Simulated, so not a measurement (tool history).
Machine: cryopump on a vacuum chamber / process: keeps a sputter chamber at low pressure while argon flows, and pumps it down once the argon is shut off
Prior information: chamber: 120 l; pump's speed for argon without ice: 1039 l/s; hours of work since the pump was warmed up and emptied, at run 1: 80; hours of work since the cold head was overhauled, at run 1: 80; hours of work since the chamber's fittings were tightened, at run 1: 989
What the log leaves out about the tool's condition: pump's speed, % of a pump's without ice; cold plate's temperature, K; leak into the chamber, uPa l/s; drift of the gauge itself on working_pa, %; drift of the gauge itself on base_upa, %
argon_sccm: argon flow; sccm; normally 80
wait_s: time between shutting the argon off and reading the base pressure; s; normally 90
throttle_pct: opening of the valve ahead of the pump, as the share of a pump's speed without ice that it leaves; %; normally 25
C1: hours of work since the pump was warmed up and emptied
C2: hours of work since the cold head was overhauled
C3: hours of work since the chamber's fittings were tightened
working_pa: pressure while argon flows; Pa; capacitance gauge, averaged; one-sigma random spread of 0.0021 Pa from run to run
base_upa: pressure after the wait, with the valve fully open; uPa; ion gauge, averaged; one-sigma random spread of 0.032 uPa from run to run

run 1 hour=0.0 | argon_sccm=80 wait_s=90 throttle_pct=25 | C1=80 C2=80 C3=989 | working_pa=0.5208 base_upa=2.32
run 2 hour=46.0 | argon_sccm=80 wait_s=217 throttle_pct=25 | C1=120 C2=120 C3=1030 | working_pa=0.5271 base_upa=1.54
run 3 hour=69.5 | argon_sccm=80 wait_s=90 throttle_pct=25 | C1=141 C2=141 C3=1050 | working_pa=0.5261 base_upa=2.32
run 4 hour=109.0 | argon_sccm=80 wait_s=90 throttle_pct=25 | C1=175 C2=175 C3=1085 | working_pa=0.5316 base_upa=2.36
run 5 hour=163.9 | argon_sccm=80 wait_s=90 throttle_pct=25 | C1=223 C2=223 C3=1133 | working_pa=0.5325 base_upa=2.42
run 6 hour=199.9 | argon_sccm=80 wait_s=90 throttle_pct=25 | C1=254 C2=254 C3=1164 | working_pa=0.5281 base_upa=2.42
run 7 hour=244.9 | argon_sccm=80 wait_s=90 throttle_pct=25 | C1=294 C2=294 C3=1203 | working_pa=0.5303 base_upa=2.49
run 8 hour=282.9 | argon_sccm=80 wait_s=299 throttle_pct=25 | C1=327 C2=327 C3=1236 | working_pa=0.5316 base_upa=1.56
run 9 hour=306.9 | argon_sccm=80 wait_s=299 throttle_pct=25 | C1=348 C2=348 C3=1257 | working_pa=0.5308 base_upa=1.57
run 10 hour=332.1 | argon_sccm=80 wait_s=299 throttle_pct=25 | C1=370 C2=370 C3=1279 | working_pa=0.5310 base_upa=1.62
run 11 hour=356.7 | argon_sccm=80 wait_s=299 throttle_pct=25 | C1=391 C2=391 C3=1301 | working_pa=0.5345 base_upa=1.63
run 12 hour=386.4 | argon_sccm=80 wait_s=299 throttle_pct=25 | C1=417 C2=417 C3=1327 | working_pa=0.5356 base_upa=1.62
run 13 hour=431.6 | argon_sccm=80 wait_s=299 throttle_pct=25 | C1=457 C2=457 C3=1366 | working_pa=0.5407 base_upa=1.66
run 14 hour=463.6 | argon_sccm=80 wait_s=299 throttle_pct=25 | C1=484 C2=484 C3=1394 | working_pa=0.5366 base_upa=1.68
run 15 hour=512.4 | argon_sccm=80 wait_s=299 throttle_pct=25 | C1=527 C2=527 C3=1437 | working_pa=0.5417 base_upa=1.74
run 16 hour=564.9 | argon_sccm=80 wait_s=299 throttle_pct=25 | C1=573 C2=573 C3=1482 | working_pa=0.5420 base_upa=1.76
run 17 hour=598.9 | argon_sccm=80 wait_s=299 throttle_pct=25 | C1=603 C2=603 C3=1512 | working_pa=0.5471 base_upa=1.83
run 18 hour=630.1 | argon_sccm=80 wait_s=299 throttle_pct=25 | C1=630 C2=630 C3=1539 | working_pa=0.5417 base_upa=1.86
run 19 hour=672.0 | argon_sccm=80 wait_s=88 throttle_pct=21 | C1=666 C2=666 C3=1576 | working_pa=0.6471 base_upa=2.81
run 20 hour=710.9 | argon_sccm=80 wait_s=88 throttle_pct=21 | C1=700 C2=700 C3=1610 | working_pa=0.6452 base_upa=2.77

Estimate the outcome of run 21 from the log above:
run 21 hour=758.8 | argon_sccm=80 wait_s=88 throttle_pct=21 | C1=742 C2=742 C3=1652 | working_pa=? base_upa=?

{"run 21": {"working_pa": 0.6544, "base_upa": 2.99}}
Were there no unlogged condition in the tool, this run, its random variation unchanged, would have produced working_pa 0.6253 Pa, base_upa 1.69 uPa.

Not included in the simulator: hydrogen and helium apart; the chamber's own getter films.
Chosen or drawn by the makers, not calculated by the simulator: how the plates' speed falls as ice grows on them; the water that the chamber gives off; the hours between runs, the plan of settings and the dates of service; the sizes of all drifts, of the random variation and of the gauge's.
